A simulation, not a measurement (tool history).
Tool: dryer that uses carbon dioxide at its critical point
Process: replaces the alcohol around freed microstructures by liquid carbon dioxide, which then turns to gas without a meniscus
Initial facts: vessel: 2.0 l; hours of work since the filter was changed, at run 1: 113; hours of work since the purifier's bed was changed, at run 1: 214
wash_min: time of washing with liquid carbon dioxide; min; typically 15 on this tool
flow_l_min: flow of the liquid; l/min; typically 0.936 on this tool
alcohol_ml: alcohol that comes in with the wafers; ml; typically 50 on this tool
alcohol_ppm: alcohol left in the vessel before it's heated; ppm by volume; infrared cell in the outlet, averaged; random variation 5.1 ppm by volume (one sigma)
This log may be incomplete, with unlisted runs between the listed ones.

run,hour,wash_min,flow_l_min,alcohol_ml,hours of work since the filter was changed,hours of work since the purifier's bed was changed,alcohol_ppm
1,0.0,15,0.936,50,113,214,132
2,16.3,15,0.936,50,126,226,152
3,33.5,19,0.936,50,138,239,66
4,47.1,19,0.936,50,149,249,79
5,72.9,19,0.936,50,168,269,83
6,97.4,19,0.936,50,186,287,93
7,120.2,22,0.936,50,204,304,80
8,137.1,22,0.936,50,216,317,79
9,147.9,22,0.936,50,224,325,81
10,168.4,22,0.936,50,240,340,84
# hour 191.3: inlet filter changed
11,191.3,12,1.482,49,0,357,86
12,212.8,13,1.570,45,16,373,76
13,228.5,13,1.570,45,28,385,82
14,248.9,23,1.131,37,43,400,73
15,274.8,23,1.131,37,63,419,82
16,285.6,15,0.566,45,71,428,826

Alternative continuations, all from the tool just after run 16; predict every row:
A,298.6,15,1.197,50,80,437,?
B,298.6,9,0.650,45,80,437,?
C,298.6,11,1.361,45,80,437,?
D,298.6,23,0.595,54,80,437,?

run,alcohol_ppm
A,104
B,2207
C,133
D,201
Had the tool no hidden state, the same runs would have come out as:
run,alcohol_ppm
A,20
B,1858
C,41
D,89
